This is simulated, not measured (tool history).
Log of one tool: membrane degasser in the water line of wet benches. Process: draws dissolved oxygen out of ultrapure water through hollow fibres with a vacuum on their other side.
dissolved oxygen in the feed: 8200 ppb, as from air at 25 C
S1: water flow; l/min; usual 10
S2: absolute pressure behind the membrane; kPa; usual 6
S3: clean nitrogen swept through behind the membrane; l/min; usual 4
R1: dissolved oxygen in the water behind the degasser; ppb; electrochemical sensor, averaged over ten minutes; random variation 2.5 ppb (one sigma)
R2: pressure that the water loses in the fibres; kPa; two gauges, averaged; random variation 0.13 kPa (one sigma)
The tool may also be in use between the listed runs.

{"run": 1, "hour": 0.0, "S1": 10, "S2": 6, "S3": 4, "R1": 249.6, "R2": 46.27}
{"run": 2, "hour": 70.0, "S1": 10, "S2": 6, "S3": 4, "R1": 249.8, "R2": 46.1}
{"run": 3, "hour": 180.6, "S1": 10, "S2": 6, "S3": 4, "R1": 252.6, "R2": 46.38}
{"run": 4, "hour": 275.1, "S1": 10, "S2": 6, "S3": 4, "R1": 252.7, "R2": 46.1}
{"run": 5, "hour": 439.5, "S1": 10, "S2": 6, "S3": 4, "R1": 255.2, "R2": 45.89}
{"run": 6, "hour": 540.9, "S1": 10, "S2": 6, "S3": 4, "R1": 251.1, "R2": 46.07}
{"run": 7, "hour": 612.5, "S1": 10, "S2": 6, "S3": 4, "R1": 253.6, "R2": 45.87}
{"run": 8, "hour": 686.1, "S1": 10, "S2": 6, "S3": 4, "R1": 246.9, "R2": 46.28}
{"run": 9, "hour": 854.8, "S1": 10, "S2": 6, "S3": 4, "R1": 249.5, "R2": 45.9}
{"run": 10, "hour": 981.7, "S1": 10, "S2": 5.59, "S3": 4, "R1": 247.6, "R2": 45.97}
{"run": 11, "hour": 1091.7, "S1": 10, "S2": 5.59, "S3": 4, "R1": 251.3, "R2": 46.19}
{"run": 12, "hour": 1172.3, "S1": 10, "S2": 5.59, "S3": 4, "R1": 248.4, "R2": 45.89}
{"run": 13, "hour": 1245.9, "S1": 10, "S2": 6, "S3": 4, "R1": 252.3, "R2": 46.2}
{"run": 14, "hour": 1370.7, "S1": 10, "S2": 12.39, "S3": 4, "R1": 285.6, "R2": 46.31}
{"run": 15, "hour": 1503.8, "S1": 16, "S2": 6.6, "S3": 2.86, "R1": 644.4, "R2": 73.3}
{"run": 16, "hour": 1584.1, "S1": 7, "S2": 7.52, "S3": 3.28, "R1": 118.4, "R2": 32.27}
{"run": 17, "hour": 1685.1, "S1": 6, "S2": 4.19, "S3": 7.66, "R1": 60.2, "R2": 27.65}
{"run": 18, "hour": 1823.8, "S1": 6, "S2": 4.19, "S3": 7.66, "R1": 62.7, "R2": 27.55}
{"run": 19, "hour": 1939.7, "S1": 8, "S2": 6, "S3": 2.93, "R1": 150.8, "R2": 36.84}
{"run": 20, "hour": 2019.8, "S1": 13, "S2": 4.4, "S3": 4, "R1": 411.6, "R2": 59.93}
{"run": 21, "hour": 2123.5, "S1": 15, "S2": 6, "S3": 7.82, "R1": 538, "R2": 69.17}
{"run": 22, "hour": 2215.3, "S1": 8, "S2": 4.57, "S3": 11, "R1": 138.5, "R2": 36.85}
{"run": 23, "hour": 2378.4, "S1": 8, "S2": 4.57, "S3": 11, "R1": 139.9, "R2": 37.05}
{"run": 24, "hour": 2542.1, "S1": 9, "S2": 4.94, "S3": 9.25, "R1": 187.1, "R2": 41.69}
{"run": 25, "hour": 2690.9, "S1": 10, "S2": 6, "S3": 4.31, "R1": 256.6, "R2": 46.05}
{"run": 26, "hour": 2853.5, "S1": 10, "S2": 11.21, "S3": 4, "R1": 277.4, "R2": 46.39}

5 ways to go on from here, each from the tool as it stands after run 26. What would each give?
{"run": "A", "hour": 3002.7, "S1": 10, "S2": 6, "S3": 4.14, "R1": "?", "R2": "?"}
{"run": "B", "hour": 3002.7, "S1": 12, "S2": 6, "S3": 4, "R1": "?", "R2": "?"}
{"run": "C", "hour": 3002.7, "S1": 12, "S2": 12.38, "S3": 4, "R1": "?", "R2": "?"}
{"run": "D", "hour": 3002.7, "S1": 7, "S2": 6.49, "S3": 3.74, "R1": "?", "R2": "?"}
{"run": "E", "hour": 3002.7, "S1": 6, "S2": 4.91, "S3": 6.61, "R1": "?", "R2": "?"}

run=A R1=250.1 R2=46.09
run=B R1=369.6 R2=55.37
run=C R1=413.1 R2=55.25
run=D R1=109.8 R2=32.47
run=E R1=62.8 R2=27.63
Without the tool's hidden state the same runs would have given:
run=A R1=249.8 R2=46.08
run=B R1=369.2 R2=55.35
run=C R1=412.8 R2=55.24
run=D R1=109.6 R2=32.46
run=E R1=62.7 R2=27.62
